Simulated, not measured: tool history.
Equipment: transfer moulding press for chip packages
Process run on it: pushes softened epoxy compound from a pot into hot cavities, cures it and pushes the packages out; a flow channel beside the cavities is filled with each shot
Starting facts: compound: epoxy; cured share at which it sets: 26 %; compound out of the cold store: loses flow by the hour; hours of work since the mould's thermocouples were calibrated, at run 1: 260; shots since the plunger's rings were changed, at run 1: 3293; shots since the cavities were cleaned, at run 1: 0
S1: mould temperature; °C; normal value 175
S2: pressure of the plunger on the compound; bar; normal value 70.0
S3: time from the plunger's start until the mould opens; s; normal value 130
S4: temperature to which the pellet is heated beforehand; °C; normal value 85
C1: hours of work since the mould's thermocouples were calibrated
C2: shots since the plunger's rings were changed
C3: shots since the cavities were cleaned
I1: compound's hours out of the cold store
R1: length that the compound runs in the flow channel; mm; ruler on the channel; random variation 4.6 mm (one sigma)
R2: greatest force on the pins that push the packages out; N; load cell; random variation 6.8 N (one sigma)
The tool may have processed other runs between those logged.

run,day,S1,S2,S3,S4,C1,C2,C3,I1,R1,R2
1,0.000,175,70.0,130,85,260,3293,0,12.8,683,278
# day 1.771: cavities cleaned with cleaning compound and waxed
2,1.775,175,70.0,130,85,290,3712,0,8.9,695,284
# day 3.508: cavities cleaned with cleaning compound and waxed
3,4.138,175,70.0,130,85,329,4275,153,15.9,669,274
# day 5.238: cavities cleaned with cleaning compound and waxed
4,5.400,175,70.0,130,85,350,4569,39,20.6,650,294
# day 6.992: cavities cleaned with cleaning compound and waxed
# day 7.458: plunger's sealing rings changed
5,7.696,175,85.3,130,85,386,58,147,26.1,701,272
# day 8.925: cavities cleaned with cleaning compound and waxed
6,9.508,175,85.3,130,85,417,487,144,9.8,761,282
# day 10.708: cavities cleaned with cleaning compound and waxed
7,11.242,175,70.0,128,85,445,895,130,10.4,696,290
# day 12.458: cavities cleaned with cleaning compound and waxed
8,13.546,175,64.6,130,85,484,1444,266,20.5,634,287
# day 14.221: cavities cleaned with cleaning compound and waxed
9,15.246,175,64.6,130,85,512,1846,251,17.7,639,290
# day 15.696: mould's thermocouples calibrated
# day 16.208: cavities cleaned with cleaning compound and waxed
10,17.054,175,64.6,130,85,22,2252,207,42.0,573,282
# day 18.054: cavities cleaned with cleaning compound and waxed
11,19.250,175,64.6,130,85,59,2775,293,8.5,657,282
# day 19.892: cavities cleaned with cleaning compound and waxed
# day 21.629: cavities cleaned with cleaning compound and waxed
12,21.708,175,70.0,159,85,99,3347,20,28.1,628,271
13,22.850,175,70.0,159,82,119,3627,300,33.8,611,266
# day 23.538: cavities cleaned with cleaning compound and waxed
14,24.892,175,70.0,159,82,153,4112,332,31.7,613,264
# day 25.338: cavities cleaned with cleaning compound and waxed
# day 27.154: cavities cleaned with cleaning compound and waxed
15,27.408,169,70.0,130,81,194,4697,63,21.0,659,312
# day 28.746: plunger's sealing rings changed
# day 28.983: cavities cleaned with cleaning compound and waxed
16,30.162,169,70.0,130,81,239,332,289,11.2,693,345
# day 30.846: cavities cleaned with cleaning compound and waxed
17,32.388,175,70.0,130,86,276,861,377,33.8,614,282
# day 32.608: cavities cleaned with cleaning compound and waxed
18,34.158,175,52.8,130,78,305,1280,380,30.3,539,283
# day 34.400: cavities cleaned with cleaning compound and waxed
19,35.838,175,52.8,130,78,333,1676,353,18.6,564,290
# day 36.192: cavities cleaned with cleaning compound and waxed
# day 37.929: cavities cleaned with cleaning compound and waxed
20,38.012,175,52.8,130,78,368,2177,19,8.8,603,289
# day 39.667: cavities cleaned with cleaning compound and waxed
21,40.458,175,52.8,130,78,409,2761,194,12.5,586,282
# day 41.400: cavities cleaned with cleaning compound and waxed
22,42.208,175,52.8,130,78,438,3174,197,42.4,504,289
# day 43.250: cavities cleaned with cleaning compound and waxed
23,43.525,175,52.8,130,78,460,3482,67,45.2,501,280
24,44.758,175,52.7,130,85,481,3784,369,41.0,512,278
# day 45.042: cavities cleaned with cleaning compound and waxed
# day 46.825: cavities cleaned with cleaning compound and waxed
25,46.825,173,52.7,147,85,515,4259,0,43.6,505,267

Below are 5 alternative next runs, each starting from the tool's condition after run 25. Predict each:
# day 47.046: mould's thermocouples calibrated
# day 48.679: cavities cleaned with cleaning compound and waxed
A,48.796,171,52.7,147,85,29,4707,30,28.2,?,?
# day 47.046: mould's thermocouples calibrated
# day 48.679: cavities cleaned with cleaning compound and waxed
B,48.796,175,70.0,152,85,29,4707,30,20.6,?,?
# day 47.046: mould's thermocouples calibrated
# day 48.679: cavities cleaned with cleaning compound and waxed
C,48.796,173,81.1,147,80,29,4707,30,11.0,?,?
# day 47.046: mould's thermocouples calibrated
# day 48.679: cavities cleaned with cleaning compound and waxed
D,48.796,174,58.9,147,85,29,4707,30,26.3,?,?
# day 47.046: mould's thermocouples calibrated
# day 48.679: cavities cleaned with cleaning compound and waxed
E,48.796,179,64.3,122,85,29,4707,30,14.2,?,?

run,R1,R2
A,549,290
B,651,268
C,745,278
D,581,277
E,637,252
Without the tool's hidden state the same runs would have given:
run,R1,R2
A,550,289
B,652,268
C,746,278
D,582,276
E,638,251
